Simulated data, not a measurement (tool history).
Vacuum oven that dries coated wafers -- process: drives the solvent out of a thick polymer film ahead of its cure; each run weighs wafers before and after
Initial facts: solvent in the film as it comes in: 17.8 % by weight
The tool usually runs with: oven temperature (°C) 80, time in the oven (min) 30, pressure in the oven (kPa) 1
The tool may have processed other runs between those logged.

run 1 hour=0 | oven_temperature_(°C)=80 time_in_the_oven_(min)=30 pressure_in_the_oven_(kPa)=1 | solvent_left_in_the_film_(%)=1.11
run 2 hour=36.8 | oven_temperature_(°C)=80 time_in_the_oven_(min)=30 pressure_in_the_oven_(kPa)=1 | solvent_left_in_the_film_(%)=1.11
run 3 hour=73.5 | oven_temperature_(°C)=80 time_in_the_oven_(min)=30 pressure_in_the_oven_(kPa)=1 | solvent_left_in_the_film_(%)=1.1
run 4 hour=118.3 | oven_temperature_(°C)=80 time_in_the_oven_(min)=30 pressure_in_the_oven_(kPa)=1 | solvent_left_in_the_film_(%)=1.11
run 5 hour=158.1 | oven_temperature_(°C)=80 time_in_the_oven_(min)=30 pressure_in_the_oven_(kPa)=1 | solvent_left_in_the_film_(%)=1.08
run 6 hour=185.6 | oven_temperature_(°C)=95 time_in_the_oven_(min)=30 pressure_in_the_oven_(kPa)=1 | solvent_left_in_the_film_(%)=0.29
run 7 hour=226.8 | oven_temperature_(°C)=80 time_in_the_oven_(min)=22 pressure_in_the_oven_(kPa)=1 | solvent_left_in_the_film_(%)=1.88
run 8 hour=286.7 | oven_temperature_(°C)=80 time_in_the_oven_(min)=22 pressure_in_the_oven_(kPa)=1 | solvent_left_in_the_film_(%)=1.92
run 9 hour=327 | oven_temperature_(°C)=80 time_in_the_oven_(min)=30 pressure_in_the_oven_(kPa)=1 | solvent_left_in_the_film_(%)=1.13
run 10 hour=374.7 | oven_temperature_(°C)=80 time_in_the_oven_(min)=30 pressure_in_the_oven_(kPa)=1 | solvent_left_in_the_film_(%)=1.1
run 11 hour=417 | oven_temperature_(°C)=80 time_in_the_oven_(min)=30 pressure_in_the_oven_(kPa)=0.5 | solvent_left_in_the_film_(%)=0.88
run 12 hour=477.7 | oven_temperature_(°C)=80 time_in_the_oven_(min)=35 pressure_in_the_oven_(kPa)=1 | solvent_left_in_the_film_(%)=0.86
run 13 hour=508.6 | oven_temperature_(°C)=80 time_in_the_oven_(min)=35 pressure_in_the_oven_(kPa)=1 | solvent_left_in_the_film_(%)=0.85
run 14 hour=535.7 | oven_temperature_(°C)=80 time_in_the_oven_(min)=30 pressure_in_the_oven_(kPa)=1.14 | solvent_left_in_the_film_(%)=1.17
run 15 hour=596.2 | oven_temperature_(°C)=80 time_in_the_oven_(min)=30 pressure_in_the_oven_(kPa)=1.14 | solvent_left_in_the_film_(%)=1.17
run 16 hour=647.2 | oven_temperature_(°C)=80 time_in_the_oven_(min)=46 pressure_in_the_oven_(kPa)=1 | solvent_left_in_the_film_(%)=0.59
run 17 hour=674.5 | oven_temperature_(°C)=80 time_in_the_oven_(min)=46 pressure_in_the_oven_(kPa)=1 | solvent_left_in_the_film_(%)=0.59
run 18 hour=735.4 | oven_temperature_(°C)=80 time_in_the_oven_(min)=30 pressure_in_the_oven_(kPa)=1 | solvent_left_in_the_film_(%)=1.05
-- hour=746.8 vacuum gauge cleaned of residue and calibrated
run 19 hour=784.7 | oven_temperature_(°C)=80 time_in_the_oven_(min)=30 pressure_in_the_oven_(kPa)=1 | solvent_left_in_the_film_(%)=0.99
run 20 hour=810.2 | oven_temperature_(°C)=80 time_in_the_oven_(min)=30 pressure_in_the_oven_(kPa)=1 | solvent_left_in_the_film_(%)=0.99
run 21 hour=848.6 | oven_temperature_(°C)=80 time_in_the_oven_(min)=30 pressure_in_the_oven_(kPa)=1 | solvent_left_in_the_film_(%)=0.99
run 22 hour=902.5 | oven_temperature_(°C)=80 time_in_the_oven_(min)=30 pressure_in_the_oven_(kPa)=1 | solvent_left_in_the_film_(%)=1
run 23 hour=962.3 | oven_temperature_(°C)=80 time_in_the_oven_(min)=30 pressure_in_the_oven_(kPa)=1 | solvent_left_in_the_film_(%)=0.97
run 24 hour=1019.3 | oven_temperature_(°C)=80 time_in_the_oven_(min)=30 pressure_in_the_oven_(kPa)=1 | solvent_left_in_the_film_(%)=1
run 25 hour=1062.5 | oven_temperature_(°C)=92 time_in_the_oven_(min)=18 pressure_in_the_oven_(kPa)=0.54 | solvent_left_in_the_film_(%)=0.47
run 26 hour=1108.3 | oven_temperature_(°C)=82 time_in_the_oven_(min)=18 pressure_in_the_oven_(kPa)=0.54 | solvent_left_in_the_film_(%)=1.77
run 27 hour=1133.7 | oven_temperature_(°C)=83 time_in_the_oven_(min)=30 pressure_in_the_oven_(kPa)=0.58 | solvent_left_in_the_film_(%)=0.54
run 28 hour=1165.3 | oven_temperature_(°C)=83 time_in_the_oven_(min)=30 pressure_in_the_oven_(kPa)=0.58 | solvent_left_in_the_film_(%)=0.53
-- hour=1172.3 oven's thermocouples calibrated
run 29 hour=1203.5 | oven_temperature_(°C)=83 time_in_the_oven_(min)=30 pressure_in_the_oven_(kPa)=0.58 | solvent_left_in_the_film_(%)=0.45

Run 30, settings as shown, results not yet in. Your forecast:
run 30 hour=1237.3 | oven_temperature_(°C)=77 time_in_the_oven_(min)=30 pressure_in_the_oven_(kPa)=1 | solvent_left_in_the_film_(%)=?

Run 30 yielded solvent left in the film (%) 1.3.
Take away the tool's hidden state, keep the run-to-run variation as it was, and the same run would have given solvent left in the film (%) 1.64.
